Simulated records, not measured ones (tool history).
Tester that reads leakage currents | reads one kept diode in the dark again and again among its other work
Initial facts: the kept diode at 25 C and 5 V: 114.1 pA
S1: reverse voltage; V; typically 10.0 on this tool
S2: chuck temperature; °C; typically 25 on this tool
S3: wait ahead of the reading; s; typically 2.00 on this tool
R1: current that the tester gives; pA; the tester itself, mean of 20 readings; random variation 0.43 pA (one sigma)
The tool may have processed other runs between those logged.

run 1 hour=0.0 | S1=10.0 S2=25 S3=2.00 | R1=141.54
run 2 hour=114.1 | S1=10.0 S2=25 S3=2.00 | R1=142.15
run 3 hour=284.2 | S1=10.0 S2=21 S3=2.00 | R1=99.25
run 4 hour=407.5 | S1=10.0 S2=21 S3=1.47 | R1=99.60
run 5 hour=542.4 | S1=15.1 S2=25 S3=2.00 | R1=160.15
run 6 hour=675.0 | S1=10.0 S2=25 S3=2.00 | R1=141.75
run 7 hour=868.5 | S1=10.0 S2=25 S3=2.00 | R1=141.31
run 8 hour=981.5 | S1=10.0 S2=25 S3=2.00 | R1=141.15
run 9 hour=1159.4 | S1=10.0 S2=25 S3=2.00 | R1=141.07
run 10 hour=1264.4 | S1=10.0 S2=25 S3=2.00 | R1=141.90
run 11 hour=1478.6 | S1=10.0 S2=25 S3=2.00 | R1=141.62
run 12 hour=1710.6 | S1=10.0 S2=25 S3=2.00 | R1=141.08
run 13 hour=1925.3 | S1=10.0 S2=25 S3=2.00 | R1=140.83
run 14 hour=2019.6 | S1=10.0 S2=25 S3=2.00 | R1=141.15
run 15 hour=2189.8 | S1=10.0 S2=25 S3=2.00 | R1=141.47
run 16 hour=2301.1 | S1=10.0 S2=25 S3=2.00 | R1=141.50
run 17 hour=2459.4 | S1=4.1 S2=25 S3=2.00 | R1=107.04
run 18 hour=2626.6 | S1=4.1 S2=25 S3=2.00 | R1=107.92
run 19 hour=2809.4 | S1=3.2 S2=25 S3=2.00 | R1=99.43
run 20 hour=2991.9 | S1=3.2 S2=25 S3=2.00 | R1=100.16
run 21 hour=3170.0 | S1=8.0 S2=27 S3=2.00 | R1=156.53
run 22 hour=3320.4 | S1=9.0 S2=22 S3=8.73 | R1=105.09
run 23 hour=3498.6 | S1=3.5 S2=45 S3=7.48 | R1=523.11
-- hour=3639.0 chuck's temperature calibrated
run 24 hour=3653.0 | S1=2.0 S2=28 S3=7.48 | R1=111.60
run 25 hour=3836.8 | S1=2.0 S2=28 S3=7.48 | R1=112.51
run 26 hour=4028.5 | S1=2.0 S2=28 S3=7.48 | R1=111.99
run 27 hour=4151.6 | S1=18.3 S2=47 S3=7.48 | R1=1006.67
run 28 hour=4333.3 | S1=8.4 S2=20 S3=3.73 | R1=86.27
run 29 hour=4534.7 | S1=8.4 S2=20 S3=3.73 | R1=86.19
run 30 hour=4711.7 | S1=8.4 S2=20 S3=3.73 | R1=86.16
-- hour=4863.9 tester calibrated
run 31 hour=4912.4 | S1=10.0 S2=60 S3=0.75 | R1=2154.60
run 32 hour=5021.5 | S1=10.0 S2=60 S3=0.75 | R1=2143.58
run 33 hour=5127.9 | S1=10.0 S2=60 S3=0.75 | R1=2149.18
run 34 hour=5259.4 | S1=11.7 S2=37 S3=0.71 | R1=404.35
run 35 hour=5491.8 | S1=2.3 S2=22 S3=0.49 | R1=69.51
-- hour=5695.7 probe card cleaned and baked
run 36 hour=5719.7 | S1=5.1 S2=22 S3=0.49 | R1=88.94
run 37 hour=5843.5 | S1=6.2 S2=34 S3=0.90 | R1=260.77

Some steps in R1 between neighbouring runs. How much of each would the tool show without its hidden state too (settings, what came in, random variation), and how much is left for the hidden state, with any gauge scatter that isn't in both results?
The hidden state here: stray current of the dirty probe card, pA a volt; current scale over the true one, %; true chuck temperature over the reading, C; drift of the gauge itself on leakage_pa, %.
Run 22 -> 23: S1 9.0 -> 3.5, S2 22 -> 45, S3 8.73 -> 7.48. R1 +418.02 pA: hidden state -1.10, all else +419.12.
Run 23 -> 24: S1 3.5 -> 2.0, S2 45 -> 28, chuck's temperature calibrated. R1 -411.51 pA: hidden state +1.26, all else -412.77.
Run 27 -> 28: S1 18.3 -> 8.4, S2 47 -> 20, S3 7.48 -> 3.73. R1 -920.40 pA: hidden state +0.13, all else -920.53.
Run 30 -> 31: S1 8.4 -> 10.0, S2 20 -> 60, S3 3.73 -> 0.75, tester calibrated. R1 +2068.44 pA: hidden state -1.00, all else +2069.44.
Run 33 -> 34: S1 10.0 -> 11.7, S2 60 -> 37, S3 0.75 -> 0.71. R1 -1744.83 pA: hidden state +1.06, all else -1745.89.

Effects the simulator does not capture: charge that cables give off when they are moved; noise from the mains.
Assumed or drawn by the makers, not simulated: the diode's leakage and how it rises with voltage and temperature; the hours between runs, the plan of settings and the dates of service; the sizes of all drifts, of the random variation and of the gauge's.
